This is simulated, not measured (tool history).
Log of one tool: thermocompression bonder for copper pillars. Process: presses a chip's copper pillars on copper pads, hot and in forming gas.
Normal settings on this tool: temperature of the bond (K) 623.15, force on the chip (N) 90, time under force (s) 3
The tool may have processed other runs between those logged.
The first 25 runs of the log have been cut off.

| run | hour | temperature of the bond (K) | force on the chip (N) | time under force (s) | hours of work since the heater was calibrated | hours of work since the force cell was calibrated | hours of work since the gas filter was changed | force that shears a chip off (N) |
|---|---|---|---|---|---|---|---|---|
| 26 | 1577.2 | 634.15 | 90 | 2 | 333 | 446 | 165 | 55.4 |
| 27 | 1661.0 | 610.15 | 90 | 2 | 369 | 483 | 202 | 46.0 |
| 28 | 1707.0 | 621.15 | 90 | 3 | 389 | 503 | 222 | 56.1 |
| 29 | 1741.9 | 635.15 | 90 | 3 | 405 | 518 | 237 | 62.0 |
| 30 | 1811.3 | 616.15 | 84 | 3 | 435 | 549 | 267 | 52.3 |
|  | 1877.5 | forming gas filter changed |
| 31 | 1889.4 | 623.15 | 90 | 6 | 469 | 582 | 5 | 67.5 |
| 32 | 1948.5 | 618.15 | 104 | 6 | 495 | 608 | 31 | 71.2 |
| 33 | 1990.4 | 618.15 | 104 | 6 | 513 | 626 | 49 | 70.0 |
|  | 1996.4 | heater calibrated with a thermocouple chip |
| 34 | 2077.3 | 623.15 | 81 | 9 | 35 | 664 | 86 | 69.5 |
| 35 | 2138.0 | 614.15 | 73 | 3 | 62 | 690 | 113 | 46.5 |
| 36 | 2201.6 | 614.15 | 73 | 3 | 90 | 718 | 141 | 46.5 |
| 37 | 2251.0 | 614.15 | 120 | 3 | 111 | 739 | 162 | 63.1 |
| 38 | 2297.7 | 633.15 | 73 | 3 | 131 | 760 | 182 | 54.0 |
| 39 | 2350.8 | 646.15 | 90 | 3 | 155 | 783 | 206 | 66.3 |
| 40 | 2424.9 | 623.15 | 90 | 2 | 187 | 815 | 238 | 51.2 |
| 41 | 2471.3 | 601.15 | 66 | 4 | 207 | 835 | 258 | 41.8 |

Alternative continuations, all from the tool just after run 41; predict every row:
| A | 2508.6 | 623.15 | 83 | 3 | 223 | 852 | 274 | ? |
| B | 2508.6 | 601.15 | 66 | 8 | 223 | 852 | 274 | ? |
| C | 2508.6 | 601.15 | 64 | 4 | 223 | 852 | 274 | ? |

| run | force that shears a chip off (N) |
|---|---|
| A | 54.4 |
| B | 52.3 |
| C | 40.7 |
Without the tool's unlogged condition, the same runs would have read:
| run | force that shears a chip off (N) |
|---|---|
| A | 54.5 |
| B | 52.4 |
| C | 40.7 |

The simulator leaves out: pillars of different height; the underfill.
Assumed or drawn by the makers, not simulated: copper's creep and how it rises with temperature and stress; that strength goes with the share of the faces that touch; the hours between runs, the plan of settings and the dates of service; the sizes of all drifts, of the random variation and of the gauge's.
